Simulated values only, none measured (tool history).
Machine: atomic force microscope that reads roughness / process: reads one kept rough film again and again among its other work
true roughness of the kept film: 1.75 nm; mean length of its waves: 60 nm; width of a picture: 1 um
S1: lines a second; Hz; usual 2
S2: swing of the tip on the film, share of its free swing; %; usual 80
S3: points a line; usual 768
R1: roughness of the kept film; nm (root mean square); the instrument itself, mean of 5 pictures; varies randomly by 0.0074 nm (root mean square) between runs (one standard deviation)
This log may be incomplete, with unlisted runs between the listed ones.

{"run": 1, "hour": 0.0, "S1": 2, "S2": 80, "S3": 768, "R1": 1.604}
{"run": 2, "hour": 59.1, "S1": 2, "S2": 80, "S3": 768, "R1": 1.537}
{"hour": 99.6, "done": "new tip fitted"}
{"run": 3, "hour": 105.1, "S1": 2, "S2": 80, "S3": 768, "R1": 1.603}
{"run": 4, "hour": 154.7, "S1": 2, "S2": 80, "S3": 768, "R1": 1.56}
{"hour": 194.4, "done": "new tip fitted"}
{"run": 5, "hour": 220.6, "S1": 2, "S2": 80, "S3": 768, "R1": 1.583}
{"run": 6, "hour": 252.5, "S1": 2, "S2": 80, "S3": 768, "R1": 1.545}
{"hour": 291.5, "done": "new tip fitted"}
{"run": 7, "hour": 316.7, "S1": 2, "S2": 80, "S3": 768, "R1": 1.569}
{"run": 8, "hour": 374.7, "S1": 2, "S2": 80, "S3": 768, "R1": 1.515}
{"hour": 388.0, "done": "new tip fitted"}
{"run": 9, "hour": 427.6, "S1": 2, "S2": 80, "S3": 768, "R1": 1.555}
{"run": 10, "hour": 460.6, "S1": 2, "S2": 80, "S3": 768, "R1": 1.532}
{"hour": 483.6, "done": "new tip fitted"}
{"run": 11, "hour": 527.0, "S1": 3.33, "S2": 80, "S3": 600, "R1": 1.502}
{"run": 12, "hour": 556.6, "S1": 3.33, "S2": 80, "S3": 600, "R1": 1.475}
{"hour": 581.3, "done": "new tip fitted"}
{"run": 13, "hour": 615.7, "S1": 3.33, "S2": 80, "S3": 600, "R1": 1.507}
{"hour": 676.4, "done": "new tip fitted"}
{"run": 14, "hour": 682.7, "S1": 2.97, "S2": 56, "S3": 806, "R1": 1.646}
{"run": 15, "hour": 723.1, "S1": 0.9, "S2": 80, "S3": 748, "R1": 1.602}
{"hour": 772.6, "done": "new tip fitted"}
{"run": 16, "hour": 772.6, "S1": 1.63, "S2": 85, "S3": 290, "R1": 1.575}

Run 17 is up next; what results do you expect?
{"run": 17, "hour": 814.3, "S1": 1.63, "S2": 85, "S3": 290, "R1": "?"}

R1: 1.54 nm (root mean square)
With no hidden state in the tool, this same run would have given R1 1.611 nm (root mean square).
